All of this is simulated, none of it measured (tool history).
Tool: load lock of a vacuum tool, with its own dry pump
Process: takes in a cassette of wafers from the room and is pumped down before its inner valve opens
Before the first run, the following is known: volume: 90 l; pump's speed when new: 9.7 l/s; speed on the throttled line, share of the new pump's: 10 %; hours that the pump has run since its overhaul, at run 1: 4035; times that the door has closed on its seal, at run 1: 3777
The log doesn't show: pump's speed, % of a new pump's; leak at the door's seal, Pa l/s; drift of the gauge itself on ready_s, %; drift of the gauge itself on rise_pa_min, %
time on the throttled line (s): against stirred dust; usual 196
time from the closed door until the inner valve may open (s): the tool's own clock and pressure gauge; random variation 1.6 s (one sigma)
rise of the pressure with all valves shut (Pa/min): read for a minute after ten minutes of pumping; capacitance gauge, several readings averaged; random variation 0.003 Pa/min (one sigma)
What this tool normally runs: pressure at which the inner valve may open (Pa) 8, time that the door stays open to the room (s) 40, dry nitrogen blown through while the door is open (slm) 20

run,day,time on the throttled line (s),pressure at which the inner valve may open (Pa),time that the door stays open to the room (s),dry nitrogen blown through while the door is open (slm),hours that the pump has run since its overhaul,times that the door has closed on its seal,"incoming humidity of the room's air, %",time from the closed door until the inner valve may open (s),rise of the pressure with all valves shut (Pa/min)
1,0,196,8,40,20,4035,3777,44.2,271.9,0.076
2,19.642,196,8,40,20,4507,4312,44.2,270.3,0.09
3,30.596,196,8,40,20,4769,4611,43.1,272.3,0.094
4,40.4,196,8,40,20,5005,4878,46.8,268.6,0.1
5,49.846,196,8,40,20,5231,5135,46.7,269.9,0.103
6,71.671,196,8,40,20,5755,5730,44.3,272.6,0.113
7,83.321,196,8,40,20,6035,6048,46.9,269,0.119
8,100.604,196,8,40,20,6450,6519,48.2,272.5,0.132
9,121.667,196,8,40,20,6955,7093,45.3,271.9,0.143
10,140.958,196,8,40,20,7418,7619,44.4,272.1,0.146
11,161.675,196,8,27,20,7915,8183,46.5,275.3,0.157
12,177.562,196,8,40,20,8297,8616,44.8,271.3,0.175
13,197.462,196,8,40,20,8774,9158,45.1,277.3,0.189
14,208.412,207,8,40,20,9037,9457,43.7,286.7,0.192
15,224.492,207,8,40,20,9423,9895,45.9,287.9,0.207
16,242.996,196,12,50,20,9867,10399,50.7,269.7,0.218
17,261.962,196,9,40,20,10322,10916,45.5,276.5,0.234
18,279.383,128,11,40,22,10740,11391,47.8,213.2,0.25
19,291.296,272,16,116,15,11026,11716,47,338.2,0.276
20,300.379,272,6,116,6,11244,11963,44.5,351.1,0.292
21,309.875,194,8,70,30,11472,12222,45.3,273.9,0.273
22,324.825,134,8,40,20,11831,12629,47.2,225.4,0.289
23,346.567,279,8,40,20,12353,13222,46.6,349.7,0.299
24,357.179,279,11,36,25,12608,13511,44.2,349.3,0.321
25,371.238,279,11,36,25,12945,13894,45.7,351.3,0.324
26,392.617,323,15,74,5,13458,14477,46.5,384.8,0.357
27,407.042,379,14,40,6,13804,14870,40.6,432.3,0.373
28,417.15,196,10,40,38,14047,15145,46.5,281.4,0.365
29,430.912,196,14,40,38,14377,15520,44.7,276.3,0.372
30,450.671,251,14,27,38,14851,16059,44.4,319.9,0.39

Selected run-to-run steps in time from the closed door until the inner valve may open (s), each split into two signed amounts: the part the tool would show with no hidden state at all (from settings, incoming material and random variation), and the remainder, which goes to the hidden state together with any gauge scatter not common to the measured and the hidden-state-free results:
Run 18 -> 19: time on the throttled line (s) 128 -> 272, pressure at which the inner valve may open (Pa) 11 -> 16, time that the door stays open to the room (s) 40 -> 116, dry nitrogen blown through while the door is open (slm) 22 -> 15. time from the closed door until the inner valve may open (s) +125: hidden state -2.9, all else +127.9.
Run 22 -> 23: time on the throttled line (s) 134 -> 279. time from the closed door until the inner valve may open (s) +124.3: hidden state -2.4, all else +126.7.
Run 27 -> 28: time on the throttled line (s) 379 -> 196, pressure at which the inner valve may open (Pa) 14 -> 10, dry nitrogen blown through while the door is open (slm) 6 -> 38. time from the closed door until the inner valve may open (s) -150.9: hidden state +6.2, all else -157.1.
